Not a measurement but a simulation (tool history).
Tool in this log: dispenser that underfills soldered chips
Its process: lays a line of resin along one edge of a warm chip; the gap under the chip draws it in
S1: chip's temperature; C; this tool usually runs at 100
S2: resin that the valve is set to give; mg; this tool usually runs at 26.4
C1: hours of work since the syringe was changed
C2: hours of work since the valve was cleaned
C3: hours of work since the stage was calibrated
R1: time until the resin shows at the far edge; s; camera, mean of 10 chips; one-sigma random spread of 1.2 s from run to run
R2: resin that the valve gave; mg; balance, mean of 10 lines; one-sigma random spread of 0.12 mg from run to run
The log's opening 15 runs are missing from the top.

At hour 61.5: new syringe of resin.
Run 16, hour 61.5: usual settings; C1 0; C2 69; C3 91. Result: R1 119.8 s, R2 24.6 mg.
Run 17, hour 67.4: usual settings; C1 4; C2 73; C3 95. Result: R1 137.5 s, R2 24.56 mg.
Run 18, hour 73.7: usual settings; C1 8; C2 78; C3 100. Result: R1 161.5 s, R2 24.46 mg.
At hour 74.8: new syringe of resin.
Run 19, hour 77.6: usual settings but S1 93 C, S2 28.5 mg; C1 2; C2 80; C3 102. Result: R1 161 s, R2 26.55 mg.
Run 20, hour 82.9: usual settings but S1 93 C, S2 28.5 mg; C1 6; C2 84; C3 106. Result: R1 183.7 s, R2 26.28 mg.
Run 21, hour 86.9: usual settings but S1 93 C, S2 28.5 mg; C1 8; C2 87; C3 109. Result: R1 201.1 s, R2 26.09 mg.
At hour 88.1: new syringe of resin.
Run 22, hour 91.6: usual settings but S1 111 C, S2 32.2 mg; C1 2; C2 90; C3 112. Result: R1 89.7 s, R2 29.32 mg.
Run 23, hour 97.1: usual settings but S1 92 C, S2 24.5 mg; C1 6; C2 93; C3 115. Result: R1 193 s, R2 22.27 mg.
At hour 101.6: new syringe of resin.
Run 24, hour 102.8: usual settings but S1 92 C, S2 24.5 mg; C1 1; C2 97; C3 119. Result: R1 164 s, R2 22.33 mg.
Run 25, hour 107.4: usual settings but S2 25.9 mg; C1 4; C2 100; C3 122. Result: R1 138.7 s, R2 23.38 mg.
Run 26, hour 113: usual settings but S2 26.3 mg; C1 8; C2 104; C3 126. Result: R1 157.6 s, R2 23.79 mg.
At hour 115.1: new syringe of resin.
Run 27, hour 118.4: usual settings but S1 88 C, S2 25.9 mg; C1 2; C2 108; C3 130. Result: R1 194.6 s, R2 23.29 mg.
Run 28, hour 124.4: usual settings but S1 95 C, S2 24.9 mg; C1 6; C2 112; C3 134. Result: R1 180.4 s, R2 22.42 mg.
At hour 128.3: new syringe of resin.
Run 29, hour 128.3: usual settings but S1 97 C, S2 26.1 mg; C1 0; C2 114; C3 136. Result: R1 136.2 s, R2 23.45 mg.
Run 30, hour 131.8: usual settings but S1 111 C, S2 27.8 mg; C1 2; C2 117; C3 139. Result: R1 92.1 s, R2 24.67 mg.
Run 31, hour 136.9: usual settings but S1 96 C, S2 23.5 mg; C1 6; C2 120; C3 142. Result: R1 175.7 s, R2 21 mg.
Run 32, hour 140.5: usual settings but S2 29 mg; C1 8; C2 123; C3 145. Result: R1 163.5 s, R2 25.8 mg.
At hour 141.7: new syringe of resin.
Run 33, hour 145: usual settings but S1 95 C; C1 2; C2 125; C3 148. Result: R1 153.8 s, R2 23.21 mg.
Run 34, hour 148.1: usual settings but S1 96 C, S2 31.8 mg; C1 4; C2 128; C3 150. Result: R1 155.4 s, R2 28.15 mg.
Run 35, hour 153.8: usual settings but S2 33 mg; C1 8; C2 132; C3 154. Result: R1 157.6 s, R2 28.88 mg.

Each row is a separate what-if for the run after 35, all from the same tool condition, not one after another. Results?
At hour 155: new syringe of resin.
At hour 156: dispensing valve cleaned and set on the balance.
Run A, hour 160.8: usual settings but S1 107 C, S2 33 mg; C1 3; C2 3; C3 158. Result: R1 ?, R2 ?.
At hour 155: new syringe of resin.
At hour 156: dispensing valve cleaned and set on the balance.
Run B, hour 160.8: usual settings but S1 105 C, S2 26.9 mg; C1 3; C2 3; C3 158. Result: R1 ?, R2 ?.
At hour 155: new syringe of resin.
At hour 156: dispensing valve cleaned and set on the balance.
Run C, hour 160.8: usual settings but S1 104 C, S2 23.8 mg; C1 3; C2 3; C3 158. Result: R1 ?, R2 ?.
At hour 155: new syringe of resin.
At hour 156: dispensing valve cleaned and set on the balance.
Run D, hour 160.8: usual settings but S1 107 C, S2 28.3 mg; C1 3; C2 3; C3 158. Result: R1 ?, R2 ?.

run     R1     R2
  A  106.5   32.8
  B  113.8  26.64
  C  119.9  23.81
  D  108.2  28.07
Stripped of hidden state, with their random variation kept, the same runs would have yielded:
run     R1     R2
  A   95.3  33.02
  B  101.8  26.83
  C  107.1  23.98
  D   96.8  28.26

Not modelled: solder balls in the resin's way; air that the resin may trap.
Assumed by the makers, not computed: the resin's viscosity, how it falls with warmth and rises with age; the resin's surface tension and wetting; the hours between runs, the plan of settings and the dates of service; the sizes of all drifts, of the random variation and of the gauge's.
